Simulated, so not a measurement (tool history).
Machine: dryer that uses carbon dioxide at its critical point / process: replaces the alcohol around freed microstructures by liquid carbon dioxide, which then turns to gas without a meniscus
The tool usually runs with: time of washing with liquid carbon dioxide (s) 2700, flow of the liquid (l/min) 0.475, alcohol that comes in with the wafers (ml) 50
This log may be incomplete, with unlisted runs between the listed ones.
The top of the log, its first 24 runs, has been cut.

run   hour  time of washing with liquid carbon dioxide (s)  flow of the liquid (l/min)  alcohol that comes in with the wafers (ml)  hours of work since the filter was changed  hours of work since the purifier's bed was changed  alcohol left in the vessel before it's heated (ppm by volume)
 25  644.4                                            2700                       0.475                                          38                                         166                                                1097                                                            406
 26  675.4                                            2700                       0.475                                          64                                         185                                                1115                                                            614
 27  706.2                                            2700                       0.475                                          64                                         203                                                1134                                                            646
 28  736.4                                            4080                       0.791                                          25                                         221                                                1152                                                            141
 29  758.9                                            4080                       0.791                                          25                                         234                                                1165                                                            140
 30  792.6                                            4080                       0.791                                          25                                         254                                                1185                                                            144
 31  823.0                                            4080                       0.791                                          25                                         272                                                1203                                                            145
 32  840.6                                            4080                       0.791                                          25                                         283                                                1213                                                            157

What does the tool deliver on the next run?
     844.2  -- inlet filter changed
 33  869.5                                            1800                       0.806                                          98                                          15                                                1230                                                              ?

alcohol left in the vessel before it's heated (ppm by volume): 447
On a tool with no hidden condition, and with the same random variation, this run would have come out at alcohol left in the vessel before it's heated (ppm by volume) 280.
